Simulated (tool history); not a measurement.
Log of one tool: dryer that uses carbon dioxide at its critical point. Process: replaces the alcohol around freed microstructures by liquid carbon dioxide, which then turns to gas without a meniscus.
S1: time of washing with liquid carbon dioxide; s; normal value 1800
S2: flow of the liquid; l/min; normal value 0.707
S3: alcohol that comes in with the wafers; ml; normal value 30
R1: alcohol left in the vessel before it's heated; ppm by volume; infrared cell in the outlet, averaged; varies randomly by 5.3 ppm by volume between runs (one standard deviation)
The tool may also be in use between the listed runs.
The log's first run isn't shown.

run     day    S1     S2  S3   R1
  2   0.604  1800  0.707  30  154
  3   0.875  2160  0.707  30   72
  4   1.329  2160  0.707  30   82
  5   1.654  2160  0.707  30   85
  6   2.108  1800  0.707  30  150
  7   2.521  1800  0.707  30  159
  8   2.808  1800  0.707  30  159
  9   3.221  1800  0.707  30  158
 10   3.875  1500  0.707  30  311
 11   4.204  1800  0.707  30  169
 12   4.729  1800  0.707  30  157
 13   5.112  1800  0.707  30  173
 14   5.479  1800  0.707  30  179
 15   6.050  1800  0.707  30  182
 16   6.696  1800  0.707  58  335
 17   6.979  1800  0.707  58  335
 18   7.442  1800  0.707  58  332
 19   7.950  1800  0.707  58  346
 20   8.250  1800  0.707  30  191
 21   8.921  1800  0.707  30  201
 22   9.538  1800  0.707  29  195
 23  10.108  1800  0.707  29  212
 24  10.638  1800  0.707  30  211

Run 25 comes next. What will it give?
 25  11.296  1800  0.707  30   ?

{"run 25": {"R1": 214}}
Minus the tool's unlogged condition, the same run would have read R1 109 ppm by volume.
